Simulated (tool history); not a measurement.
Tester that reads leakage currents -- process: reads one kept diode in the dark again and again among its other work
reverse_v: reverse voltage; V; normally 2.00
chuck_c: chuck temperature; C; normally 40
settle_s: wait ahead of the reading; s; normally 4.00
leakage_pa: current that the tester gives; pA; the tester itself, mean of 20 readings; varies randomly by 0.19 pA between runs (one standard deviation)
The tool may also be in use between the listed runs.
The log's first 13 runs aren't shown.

run	hour	reverse_v	chuck_c	settle_s	leakage_pa
14	734.6	2.00	27	4.00	24.60
15	783.3	2.00	27	4.00	24.88
16	813.7	2.00	27	4.00	24.93
17	863.3	2.00	40	0.35	73.90
18	918.0	4.60	40	0.35	110.21
# hour 924.1: probe card cleaned and baked
19	984.5	4.60	40	0.35	110.69
20	1019.0	1.73	40	4.00	68.66
21	1079.7	3.29	40	7.59	92.34
22	1118.9	3.29	40	7.59	92.17
23	1161.6	3.29	40	7.59	92.72
24	1222.3	1.33	40	0.39	62.10
25	1266.4	2.25	21	0.63	17.74
# hour 1274.5: probe card cleaned and baked, once more
26	1335.6	2.25	21	0.63	16.75
27	1370.3	2.25	21	0.63	16.68
28	1429.7	2.25	21	0.63	16.75
29	1469.1	2.14	29	9.88	30.96
30	1525.5	2.14	29	9.88	31.14
# hour 1552.3: chuck's temperature calibrated
31	1591.7	2.86	23	5.06	17.36
32	1632.6	2.86	29	6.14	29.28

Expected results for the next run?
33	1665.1	2.86	29	6.14	?

leakage_pa: 29.41 pA
Had the tool carried no hidden state, the very same run would have given leakage_pa 28.77 pA.
